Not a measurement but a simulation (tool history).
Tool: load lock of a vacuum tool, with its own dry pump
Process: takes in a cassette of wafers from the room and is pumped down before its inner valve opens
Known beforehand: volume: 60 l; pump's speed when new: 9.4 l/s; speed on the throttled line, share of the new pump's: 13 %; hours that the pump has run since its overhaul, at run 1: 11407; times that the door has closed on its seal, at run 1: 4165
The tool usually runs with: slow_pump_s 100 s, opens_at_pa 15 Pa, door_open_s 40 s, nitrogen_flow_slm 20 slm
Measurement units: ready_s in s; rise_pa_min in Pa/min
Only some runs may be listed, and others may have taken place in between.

| run | hour | slow_pump_s | opens_at_pa | door_open_s | nitrogen_flow_slm | hours that the pump has run since its overhaul | times that the door has closed on its seal | incoming humidity of the room's air, % | ready_s | rise_pa_min |
|---|---|---|---|---|---|---|---|---|---|---|
| 1 | 0 | 100 | 15 | 40 | 20 | 11407 | 4165 | 46 | 151.9 | 0.018 |
| 2 | 81.7 | 100 | 15 | 30 | 20 | 11489 | 4308 | 45.6 | 151.4 | 0.027 |
| 3 | 160.9 | 100 | 15 | 40 | 20 | 11568 | 4446 | 48.5 | 151.3 | 0.021 |
| 4 | 244.1 | 100 | 15 | 30 | 20 | 11651 | 4591 | 43.9 | 152.1 | 0.024 |
| 5 | 311.6 | 100 | 15 | 32 | 20 | 11719 | 4709 | 44.6 | 153.4 | 0.021 |
| 6 | 401.1 | 100 | 15 | 32 | 20 | 11808 | 4865 | 45.3 | 150.9 | 0.022 |
| 7 | 491.9 | 100 | 15 | 27 | 20 | 11899 | 5023 | 43 | 153.7 | 0.024 |
| 8 | 544.1 | 100 | 15 | 27 | 20 | 11951 | 5114 | 46.6 | 150.6 | 0.02 |
| 9 | 583.1 | 100 | 15 | 27 | 20 | 11990 | 5182 | 45.2 | 151.6 | 0.017 |
| 10 | 652.6 | 152 | 15 | 40 | 20 | 12060 | 5303 | 45.1 | 193.5 | 0.03 |
|  | 692.5 | dry pump taken out, an overhauled one fitted |
| 11 | 737.3 | 152 | 15 | 40 | 20 | 45 | 5441 | 43.6 | 188.1 | 0.026 |
| 12 | 792 | 100 | 15 | 80 | 20 | 100 | 5536 | 43.4 | 144.6 | 0.034 |
| 13 | 846.8 | 100 | 15 | 40 | 20 | 154 | 5632 | 43.6 | 142.8 | 0.03 |
| 14 | 931.8 | 100 | 15 | 40 | 20 | 239 | 5780 | 48.2 | 142.7 | 0.029 |
| 15 | 990.8 | 100 | 22 | 40 | 20 | 298 | 5883 | 46.5 | 139.5 | 0.029 |
| 16 | 1029.8 | 100 | 15 | 40 | 7 | 337 | 5951 | 41.6 | 142.1 | 0.034 |
| 17 | 1094.8 | 100 | 19 | 40 | 20 | 402 | 6064 | 44.2 | 142.1 | 0.03 |
| 18 | 1149.1 | 100 | 15 | 40 | 24 | 457 | 6159 | 42.2 | 143 | 0.032 |
| 19 | 1224.8 | 100 | 15 | 40 | 24 | 532 | 6291 | 46.8 | 141.8 | 0.022 |
| 20 | 1274.8 | 100 | 15 | 121 | 20 | 582 | 6378 | 45 | 143.6 | 0.032 |
| 21 | 1334.3 | 160 | 15 | 197 | 17 | 642 | 6482 | 42.6 | 194.6 | 0.041 |
| 22 | 1421.3 | 160 | 15 | 197 | 17 | 729 | 6634 | 47.9 | 194.8 | 0.045 |
| 23 | 1464.5 | 95 | 16 | 41 | 42 | 772 | 6709 | 48.2 | 137.4 | 0.02 |
| 24 | 1548.2 | 100 | 12 | 40 | 34 | 856 | 6855 | 44.8 | 145.1 | 0.022 |
| 25 | 1623.1 | 51 | 15 | 35 | 14 | 931 | 6986 | 45.4 | 100.4 | 0.035 |
| 26 | 1702 | 51 | 15 | 38 | 14 | 1010 | 7123 | 46.9 | 101.5 | 0.037 |
| 27 | 1757.9 | 100 | 23 | 102 | 20 | 1065 | 7221 | 47.7 | 142.1 | 0.029 |
| 28 | 1824.4 | 148 | 15 | 63 | 20 | 1132 | 7337 | 43.7 | 186.8 | 0.033 |
| 29 | 1912.5 | 148 | 15 | 63 | 30 | 1220 | 7491 | 47.5 | 186.1 | 0.026 |
| 30 | 1992.3 | 148 | 17 | 63 | 30 | 1300 | 7630 | 43.8 | 185 | 0.028 |
| 31 | 2048.4 | 100 | 27 | 40 | 20 | 1356 | 7728 | 42.7 | 140.4 | 0.032 |
| 32 | 2107.1 | 100 | 27 | 40 | 20 | 1415 | 7830 | 45.2 | 139.9 | 0.032 |
| 33 | 2194.3 | 100 | 27 | 40 | 20 | 1502 | 7982 | 46.1 | 140.4 | 0.037 |
| 34 | 2271.2 | 100 | 15 | 40 | 6 | 1579 | 8116 | 46.4 | 144.6 | 0.047 |
| 35 | 2354.6 | 57 | 17 | 123 | 20 | 1662 | 8262 | 45 | 106.1 | 0.034 |
| 36 | 2446.2 | 100 | 22 | 40 | 5 | 1754 | 8421 | 40 | 142 | 0.047 |

Forecast each of these 4 alternatives for the next run:
| A | 2489.4 | 100 | 18 | 34 | 32 | 1797 | 8497 | 47.7 | ? | ? |
| B | 2489.4 | 58 | 22 | 40 | 5 | 1797 | 8497 | 43.3 | ? | ? |
| C | 2489.4 | 100 | 18 | 37 | 14 | 1797 | 8497 | 48.2 | ? | ? |
| D | 2489.4 | 108 | 15 | 40 | 5 | 1797 | 8497 | 44.5 | ? | ? |

| run | ready_s | rise_pa_min |
|---|---|---|
| A | 141.7 | 0.028 |
| B | 105.8 | 0.047 |
| C | 144 | 0.036 |
| D | 151 | 0.051 |
With no hidden state in the tool, these same runs would have given:
| run | ready_s | rise_pa_min |
|---|---|---|
| A | 141 | 0.009 |
| B | 105 | 0.028 |
| C | 143.3 | 0.017 |
| D | 150.3 | 0.032 |
